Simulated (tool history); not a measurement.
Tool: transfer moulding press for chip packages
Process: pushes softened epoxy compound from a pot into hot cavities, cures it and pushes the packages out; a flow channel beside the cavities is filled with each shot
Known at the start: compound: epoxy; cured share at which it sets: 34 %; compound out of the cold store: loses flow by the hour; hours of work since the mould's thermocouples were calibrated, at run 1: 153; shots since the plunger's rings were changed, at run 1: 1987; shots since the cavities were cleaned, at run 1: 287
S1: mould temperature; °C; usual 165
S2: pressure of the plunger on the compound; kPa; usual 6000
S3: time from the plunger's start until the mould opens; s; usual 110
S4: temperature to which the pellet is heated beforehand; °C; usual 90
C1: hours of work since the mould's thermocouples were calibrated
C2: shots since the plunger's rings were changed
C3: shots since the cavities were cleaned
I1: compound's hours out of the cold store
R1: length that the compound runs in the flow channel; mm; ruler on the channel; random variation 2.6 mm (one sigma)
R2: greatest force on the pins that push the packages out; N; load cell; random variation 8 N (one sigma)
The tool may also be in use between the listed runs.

Run 1, hour 0.0: usual settings; C1 153; C2 1987; C3 287; I1 47.5. Result: R1 624 mm, R2 558 N.
Run 2, hour 28.4: usual settings; C1 172; C2 2292; C3 592; I1 20.1. Result: R1 699 mm, R2 689 N.
Run 3, hour 62.7: usual settings; C1 194; C2 2659; C3 959; I1 11.3. Result: R1 722 mm, R2 776 N.
At hour 65.7: cavities cleaned with cleaning compound and waxed.
Run 4, hour 95.3: usual settings; C1 215; C2 2993; C3 317; I1 26.5. Result: R1 673 mm, R2 592 N.
Run 5, hour 117.8: usual settings; C1 230; C2 3235; C3 559; I1 42.4. Result: R1 618 mm, R2 639 N.
Run 6, hour 138.2: usual settings; C1 244; C2 3454; C3 778; I1 31.6. Result: R1 652 mm, R2 698 N.
At hour 158.3: cavities cleaned with cleaning compound and waxed.
Run 7, hour 170.3: usual settings but S1 169 °C; C1 264; C2 3782; C3 129; I1 24.2. Result: R1 655 mm, R2 403 N.
Run 8, hour 189.9: usual settings but S1 169 °C; C1 277; C2 3991; C3 338; I1 39.5. Result: R1 609 mm, R2 494 N.
At hour 194.6: plunger's sealing rings changed.
Run 9, hour 219.6: usual settings but S1 169 °C; C1 295; C2 268; C3 630; I1 41.5. Result: R1 649 mm, R2 577 N.
Run 10, hour 236.7: usual settings but S4 97 °C; C1 306; C2 452; C3 814; I1 30.8. Result: R1 693 mm, R2 696 N.
At hour 253.6: cavities cleaned with cleaning compound and waxed.
Run 11, hour 254.3: usual settings; C1 317; C2 624; C3 7; I1 38.8. Result: R1 666 mm, R2 368 N.
Run 12, hour 278.4: usual settings but S3 148 s; C1 333; C2 883; C3 266; I1 44.0. Result: R1 647 mm, R2 426 N.
At hour 282.5: mould's thermocouples calibrated.
Run 13, hour 304.3: usual settings but S3 148 s, S4 80 °C; C1 14; C2 1139; C3 522; I1 32.7. Result: R1 680 mm, R2 503 N.
Run 14, hour 332.3: usual settings but S3 148 s, S4 80 °C; C1 33; C2 1439; C3 822; I1 18.6. Result: R1 722 mm, R2 583 N.
At hour 349.3: cavities cleaned with cleaning compound and waxed.
Run 15, hour 359.6: usual settings but S3 148 s, S4 80 °C; C1 50; C2 1716; C3 110; I1 15.3. Result: R1 727 mm, R2 365 N.
Run 16, hour 375.7: usual settings but S3 148 s, S4 80 °C; C1 61; C2 1889; C3 283; I1 17.0. Result: R1 721 mm, R2 450 N.
Run 17, hour 389.7: usual settings but S2 6880 kPa, S3 148 s, S4 80 °C; C1 70; C2 2039; C3 433; I1 35.4. Result: R1 712 mm, R2 495 N.
Run 18, hour 418.6: usual settings but S2 6880 kPa, S3 148 s, S4 80 °C; C1 89; C2 2348; C3 742; I1 26.8. Result: R1 735 mm, R2 578 N.
Run 19, hour 434.1: usual settings but S1 168 °C, S2 6880 kPa, S3 148 s, S4 87 °C; C1 100; C2 2516; C3 910; I1 11.3. Result: R1 769 mm, R2 586 N.
At hour 442.3: cavities cleaned with cleaning compound and waxed.
At hour 460.1: mould's thermocouples calibrated, once more.
Run 20, hour 468.1: usual settings but S1 168 °C, S2 6880 kPa, S3 148 s, S4 87 °C; C1 5; C2 2842; C3 255; I1 9.1. Result: R1 773 mm, R2 424 N.
Run 21, hour 490.1: usual settings but S2 5540 kPa; C1 20; C2 3078; C3 491; I1 22.7. Result: R1 661 mm, R2 646 N.
Run 22, hour 513.1: usual settings but S2 4730 kPa, S3 130 s; C1 35; C2 3325; C3 738; I1 31.6. Result: R1 583 mm, R2 584 N.
At hour 536.9: cavities cleaned with cleaning compound and waxed.
Run 23, hour 548.7: usual settings but S1 170 °C, S2 5680 kPa, S3 128 s, S4 88 °C; C1 58; C2 3690; C3 125; I1 26.0. Result: R1 633 mm, R2 385 N.
Run 24, hour 563.2: usual settings but S1 170 °C, S2 5680 kPa, S3 128 s, S4 88 °C; C1 68; C2 3847; C3 282; I1 16.7. Result: R1 657 mm, R2 461 N.
At hour 579.6: plunger's sealing rings changed.
Run 25, hour 591.7: usual settings but S1 169 °C, S2 5680 kPa, S3 128 s, S4 96 °C; C1 85; C2 130; C3 561; I1 23.6. Result: R1 676 mm, R2 517 N.
Run 26, hour 623.7: usual settings but S1 168 °C, S2 4710 kPa, S3 131 s; C1 106; C2 472; C3 903; I1 29.2. Result: R1 602 mm, R2 583 N.
At hour 633.1: cavities cleaned with cleaning compound and waxed.
Run 27, hour 651.5: usual settings but S1 168 °C, S2 6210 kPa, S3 107 s; C1 124; C2 754; C3 197; I1 17.6. Result: R1 731 mm, R2 449 N.

Forecast each of these 4 alternatives for the next run:
Run A, hour 669.7: usual settings but S1 168 °C, S2 5930 kPa, S3 125 s; C1 136; C2 949; C3 392; I1 21.6. Result: R1 ?, R2 ?.
Run B, hour 669.7: usual settings but S1 161 °C, S2 7440 kPa, S3 99 s; C1 136; C2 949; C3 392; I1 32.1. Result: R1 ?, R2 ?.
Run C, hour 669.7: usual settings but S1 172 °C; C1 136; C2 949; C3 392; I1 43.2. Result: R1 ?, R2 ?.
Run D, hour 669.7: usual settings but S1 160 °C, S2 5010 kPa, S3 144 s; C1 136; C2 949; C3 392; I1 12.9. Result: R1 ?, R2 ?.

run   R1   R2
  A  694  492
  B  775  962
  C  620  491
  D  701  573
Without the tool's hidden state the same runs would have given:
run   R1   R2
  A  706  290
  B  790  573
  C  631  288
  D  714  339
